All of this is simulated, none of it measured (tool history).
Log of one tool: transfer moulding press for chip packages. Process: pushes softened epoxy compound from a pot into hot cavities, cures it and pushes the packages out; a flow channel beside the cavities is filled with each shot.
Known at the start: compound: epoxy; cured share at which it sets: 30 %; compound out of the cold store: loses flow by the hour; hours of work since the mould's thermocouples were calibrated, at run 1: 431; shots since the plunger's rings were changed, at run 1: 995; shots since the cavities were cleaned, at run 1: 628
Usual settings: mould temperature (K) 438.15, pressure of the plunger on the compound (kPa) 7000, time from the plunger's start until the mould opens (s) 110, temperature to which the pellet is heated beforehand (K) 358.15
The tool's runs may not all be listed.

run     day  mould temperature (K)  pressure of the plunger on the compound (kPa)  time from the plunger's start until the mould opens (s)  temperature to which the pellet is heated beforehand (K)  hours of work since the mould's thermocouples were calibrated  shots since the plunger's rings were changed  shots since the cavities were cleaned  incoming compound's hours out of the cold store  length that the compound runs in the flow channel (mm)  greatest force on the pins that push the packages out (N)
  1   0.000                 438.15                                           7000                                                      110                                                    358.15                                                            431                                           995                                    628                                             27.4                                                     782                                                        573
      0.496  -- cavities cleaned with cleaning compound and waxed
  2   0.617                 438.15                                           7000                                                      110                                                    358.15                                                            441                                          1161                                     36                                             15.2                                                     830                                                        612
  3   1.067                 438.15                                           7000                                                      110                                                    364.15                                                            450                                          1296                                    171                                             16.7                                                     825                                                        588
  4   1.458                 438.15                                           7000                                                      110                                                    364.15                                                            457                                          1413                                    288                                             46.4                                                     702                                                        560
  5   1.967                 438.15                                           7000                                                      110                                                    364.15                                                            467                                          1566                                    441                                             41.5                                                     723                                                        571
  6   2.688                 438.15                                           7000                                                      110                                                    364.15                                                            480                                          1781                                    656                                             15.3                                                     831                                                        616
      3.092  -- cavities cleaned with cleaning compound and waxed
      3.346  -- mould's thermocouples calibrated
  7   3.400                 435.15                                           7000                                                      110                                                    358.15                                                              1                                          1951                                     67                                             29.6                                                     783                                                        710
  8   4.012                 435.15                                           7000                                                      100                                                    358.15                                                             12                                          2134                                    250                                             41.8                                                     735                                                        807
  9   4.450                 438.15                                           7000                                                      110                                                    358.15                                                             21                                          2265                                    381                                             12.4                                                     854                                                        613
 10   4.892                 438.15                                           7000                                                      110                                                    358.15                                                             29                                          2397                                    513                                             20.2                                                     808                                                        597
 11   5.408                 438.15                                           7000                                                      110                                                    358.15                                                             38                                          2552                                    668                                             45.1                                                     712                                                        559
      5.771  -- cavities cleaned with cleaning compound and waxed
 12   6.079                 432.15                                           7000                                                      110                                                    358.15                                                             50                                          2734                                     93                                             23.9                                                     811                                                        880
 13   6.588                 440.15                                           6380                                                       95                                                    360.15                                                             59                                          2886                                    245                                             34.0                                                     718                                                        689
 14   7.279                 439.15                                           7000                                                      110                                                    358.15                                                             72                                          3093                                    452                                             17.4                                                     816                                                        588
 15   7.696                 442.15                                           6490                                                       92                                                    350.15                                                             80                                          3218                                    577                                             15.1                                                     800                                                        678
 16   8.225                 439.15                                           6490                                                      109                                                    350.15                                                             89                                          3377                                    736                                             11.2                                                     821                                                        598
      8.325  -- cavities cleaned with cleaning compound and waxed
 17   8.658                 433.15                                           7000                                                      110                                                    360.15                                                             96                                          3487                                     99                                             46.6                                                     716                                                        751
 18   9.088                 431.15                                           7000                                                      114                                                    358.15                                                            104                                          3616                                    228                                             23.3                                                     822                                                        822
 19   9.588                 431.15                                           7000                                                      114                                                    358.15                                                            113                                          3765                                    377                                             41.7                                                     728                                                        823
 20  10.250                 430.15                                           5540                                                      143                                                    352.15                                                            126                                          3964                                    576                                             21.3                                                     738                                                        590
 21  10.817                 430.15                                           5540                                                      143                                                    352.15                                                            136                                          4133                                    745                                             42.2                                                     654                                                        590
     10.921  -- cavities cleaned with cleaning compound and waxed
 22  11.400                 430.15                                           5540                                                      143                                                    352.15                                                            146                                          4290                                    143                                             41.4                                                     656                                                        581
 23  11.958                 430.15                                           5540                                                      143                                                    352.15                                                            156                                          4457                                    310                                             10.6                                                     776                                                        640
 24  12.321                 438.15                                           7000                                                      119                                                    358.15                                                            163                                          4566                                    419                                             10.4                                                     856                                                        549

Forecast each of these 3 alternatives for the next run:
  A  13.029                 438.15                                           7000                                                      119                                                    365.15                                                            176                                          4778                                    631                                             42.6                                                       ?                                                          ?
  B  13.029                 438.15                                           6670                                                      110                                                    358.15                                                            176                                          4778                                    631                                             29.3                                                       ?                                                          ?
  C  13.029                 438.15                                           8300                                                      120                                                    358.15                                                            176                                          4778                                    631                                             39.7                                                       ?                                                          ?

run  length that the compound runs in the flow channel (mm)  greatest force on the pins that push the packages out (N)
  A                                                     717                                                        518
  B                                                     762                                                        596
  C                                                     794                                                        504
Without the tool's hidden state the same runs would have given:
run  length that the compound runs in the flow channel (mm)  greatest force on the pins that push the packages out (N)
  A                                                     718                                                        510
  B                                                     763                                                        587
  C                                                     795                                                        497
